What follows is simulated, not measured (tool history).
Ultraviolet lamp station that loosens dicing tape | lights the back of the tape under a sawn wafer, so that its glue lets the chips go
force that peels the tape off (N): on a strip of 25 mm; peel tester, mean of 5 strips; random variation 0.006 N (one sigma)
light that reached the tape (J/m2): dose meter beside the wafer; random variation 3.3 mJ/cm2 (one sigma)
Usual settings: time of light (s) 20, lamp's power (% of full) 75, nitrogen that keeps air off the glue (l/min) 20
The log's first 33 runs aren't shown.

run     day  time of light (s)  lamp's power (% of full)  nitrogen that keeps air off the glue (l/min)  force that peels the tape off (N)  light that reached the tape (J/m2)
 34  27.425                 17                        96                                            34                              0.115                                5640
 35  27.954                 17                        96                                            34                              0.098                                5640
 36  28.712                 22                        89                                            33                              0.080                                6800
 37  29.779                 20                        87                                             8                              0.233                                5960
 38  30.900                 20                        87                                             8                              0.237                                5960
 39  31.488                 12                        87                                             7                              1.000                                3590
 40  32.658                 12                        75                                            20                              0.688                                3090
 41  33.467                 12                        75                                            20                              0.685                                3110
 42  34.488                 11                        89                                            31                              0.420                                3360
 43  35.162                 26                        95                                            21                              0.074                                8540

Forecast each of these 4 alternatives for the next run:
  A  35.979                 39                        79                                            20                                  ?                                   ?
  B  35.979                 20                        75                                            16                                  ?                                   ?
  C  35.979                 16                        88                                            12                                  ?                                   ?
  D  35.979                 36                        92                                            23                                  ?                                   ?

run  force that peels the tape off (N)  light that reached the tape (J/m2)
  A                              0.065                               10590
  B                              0.191                                5180
  C                              0.314                                4840
  D                              0.067                               11500
Without the tool's hidden state the same runs would have given:
run  force that peels the tape off (N)  light that reached the tape (J/m2)
  A                              0.065                               10610
  B                              0.190                                5190
  C                              0.312                                4850
  D                              0.067                               11530
